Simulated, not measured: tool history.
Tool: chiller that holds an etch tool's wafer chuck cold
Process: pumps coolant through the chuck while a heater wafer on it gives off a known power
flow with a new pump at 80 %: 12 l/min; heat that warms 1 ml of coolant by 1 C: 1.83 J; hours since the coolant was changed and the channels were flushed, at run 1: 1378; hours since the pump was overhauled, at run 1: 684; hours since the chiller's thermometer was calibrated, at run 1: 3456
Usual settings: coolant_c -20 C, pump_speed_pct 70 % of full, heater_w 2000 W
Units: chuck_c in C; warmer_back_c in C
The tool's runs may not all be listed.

run,day,coolant_c,pump_speed_pct,heater_w,hours since the coolant was changed and the channels were flushed,hours since the pump was overhauled,hours since the chiller's thermometer was calibrated,chuck_c,warmer_back_c
1,0,-20,70,2000,1378,684,3456,-2.7,6.36
2,1.254,-20,70,2000,1408,714,3486,-2.8,6.39
3,2.5,-20,70,2297,1438,744,3516,-0.1,7.32
4,3.804,-20,70,2297,1470,775,3547,-0.1,7.35
5,4.375,-20,70,2297,1483,789,3561,0.1,7.32
6,5.079,-20,70,2297,1500,806,3578,0,7.37
7,5.762,-20,67,2000,1516,822,3594,-2.2,6.62
# day 6.071: coolant pump overhauled
# day 6.542: chiller's thermometer calibrated
8,6.854,-18,74,1946,1537,18,7,-1,5.93
9,7.617,-25,98,2000,1555,36,26,-10.1,4.71
10,8.792,-25,98,2000,1583,64,54,-10.1,4.71
11,9.854,-15,70,2000,1609,90,80,2.9,6.54
12,10.733,-15,70,2000,1630,111,101,3.1,6.52
13,11.383,-25,83,1187,1645,127,116,-15.3,3.29

Some steps in chuck_c between neighbouring runs. How much of each would the tool show without its hidden state too (settings, what came in, random variation), and how much is left for the hidden state, with any gauge scatter that isn't in both results?
The hidden state here: heat passed by the chuck's channels, % of clean ones'; flow at a given pump speed, % of a new pump's; coolant's true temperature over the reading, C; drift of the gauge itself on chuck_c, C; drift of the gauge itself on warmer_back_c, C.
Run 7 -> 8: coolant_c -20 -> -18, pump_speed_pct 67 -> 74, heater_w 2000 -> 1946, coolant pump overhauled, chiller's thermometer calibrated. chuck_c +1.2 C: hidden state +0.6, all else +0.6.
Run 12 -> 13: coolant_c -15 -> -25, pump_speed_pct 70 -> 83, heater_w 2000 -> 1187. chuck_c -18.4 C: hidden state -0.5, all else -17.9.

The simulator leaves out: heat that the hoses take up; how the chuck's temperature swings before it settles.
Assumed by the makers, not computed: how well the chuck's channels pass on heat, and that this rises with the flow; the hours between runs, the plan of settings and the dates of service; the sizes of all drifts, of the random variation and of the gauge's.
